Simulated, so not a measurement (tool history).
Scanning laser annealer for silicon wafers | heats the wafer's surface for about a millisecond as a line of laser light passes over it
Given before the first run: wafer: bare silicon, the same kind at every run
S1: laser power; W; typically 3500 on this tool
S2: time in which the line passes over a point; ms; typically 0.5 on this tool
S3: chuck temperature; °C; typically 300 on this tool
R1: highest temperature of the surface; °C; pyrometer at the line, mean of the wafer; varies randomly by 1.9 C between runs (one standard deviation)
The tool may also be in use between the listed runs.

run  hour    S1     S2   S3    R1
  1     0  3500    0.5  300  1135
  2   6.1  3500    0.5  300  1133
  3  16.1  3500    0.5  300  1137
  4  24.5  3500    0.5  300  1138
  5  30.4  3500    0.5  300  1134
  6  40.1  3500    0.5  300  1134
  7  45.8  3500    0.5  300  1135
  8  52.8  3500    0.5  300  1138
  9  62.3  3070    0.5  316  1034
 10  67.4  3500  0.362  314  1000
 11  72.1  3500  0.362  314  1004
 12  77.4  3063  0.569  281  1055
 13  86.1  3500  0.565  278  1176

Each row is a separate what-if for the run after 13, all from the same tool condition, not one after another. Results?
  A  91.3  3592  0.427  328   ?
  B  91.3  3500    0.5  291   ?
  C  91.3  3500   0.54  278   ?
  D  91.3  3237  0.565  299   ?

run    R1
  A  1108
  B  1126
  C  1149
  D  1117
Without the tool's hidden state the same runs would have given:
run    R1
  A  1108
  B  1127
  C  1149
  D  1117
